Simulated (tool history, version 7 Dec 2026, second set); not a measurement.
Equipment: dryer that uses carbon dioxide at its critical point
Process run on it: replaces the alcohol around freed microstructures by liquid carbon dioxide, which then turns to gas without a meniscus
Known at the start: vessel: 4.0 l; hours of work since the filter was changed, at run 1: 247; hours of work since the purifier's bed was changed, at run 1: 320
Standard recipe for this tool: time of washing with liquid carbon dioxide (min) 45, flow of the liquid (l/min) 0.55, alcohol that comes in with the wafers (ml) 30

run,hour,time of washing with liquid carbon dioxide (min),flow of the liquid (l/min),alcohol that comes in with the wafers (ml),hours of work since the filter was changed,hours of work since the purifier's bed was changed,alcohol left in the vessel before it's heated (ppm by volume)
1,0,45,0.55,30,247,320,277
2,10.3,45,0.55,30,255,327,286
3,17.5,45,0.55,30,260,333,296
4,23.7,45,0.55,60,265,337,485
5,29.6,45,0.55,60,269,342,460
6,37.9,45,0.55,60,276,348,487
7,49.2,45,0.55,30,284,356,317
8,62.4,45,0.55,30,294,366,306
9,70.5,45,0.55,30,300,372,310
10,76.7,64,0.55,30,304,377,173
11,85.2,64,0.55,30,311,383,168
12,96.8,64,0.55,30,319,392,182
13,104.8,64,0.55,30,325,398,170
14,114.5,64,0.55,102,332,405,287
15,127.8,45,0.55,30,342,415,347
# hour 139.9: inlet filter changed
16,142.4,45,0.55,30,2,425,243
17,155.4,45,0.55,30,11,434,244
18,167.2,45,0.725,30,20,443,170
19,180.7,27,0.725,30,30,453,409
20,192.9,45,0.55,30,39,462,267
21,204.7,45,0.55,57,48,471,371
22,218.6,45,0.55,57,58,481,366
23,226.5,45,0.55,105,64,487,572
24,240.1,45,0.49,55,74,497,509
25,248,45,0.55,52,80,503,380
26,262,35,0.55,20,91,513,367
27,270.2,32,0.34,20,97,519,1006
28,280.4,32,0.34,20,104,527,1041
29,292.5,57,0.842,101,113,536,191
30,301.7,33,0.501,97,120,543,1808
31,314.2,71,0.641,71,129,552,188
32,324.4,45,0.496,71,137,560,659
33,335.3,35,0.488,96,145,568,1665
34,347.7,42,0.488,39,154,577,545
35,355.3,30,0.508,30,160,583,826
36,361.4,27,0.548,92,164,587,2295
37,371.8,27,0.548,92,172,595,2387
38,384,27,0.548,92,181,604,2353
39,393.5,27,0.548,92,188,611,2338
40,406.8,27,0.68,92,198,621,1431
41,416.4,27,0.68,92,205,628,1517
42,426.6,42,0.55,38,213,636,470
# hour 434: purifier's bed changed
43,438.8,42,0.724,24,220,4,63
44,450.3,63,0.724,24,228,12,28
45,461,42,0.55,38,236,20,292
46,472.9,42,0.71,49,245,29,144

Entry by entry between the runs, the difference in hidden state between the last listed run before and the first listed run after:
Between runs 15 and 16: inlet filter changed (hour 139.9)
  flow that reaches the vessel past the clogged filter, %: 82.4 -> 99.4; alcohol in the recycled carbon dioxide, ppm: 140.4 -> 143.6
  the result without the hidden state subtracted from the measured one, alcohol left in the vessel before it's heated (ppm by volume): +249 -> +138
Between runs 42 and 43: purifier's bed changed (hour 434)
  flow that reaches the vessel past the clogged filter, %: 88.8 -> 88.4; alcohol in the recycled carbon dioxide, ppm: 209.7 -> 7.1
  the result without the hidden state subtracted from the measured one, alcohol left in the vessel before it's heated (ppm by volume): +299 -> +26
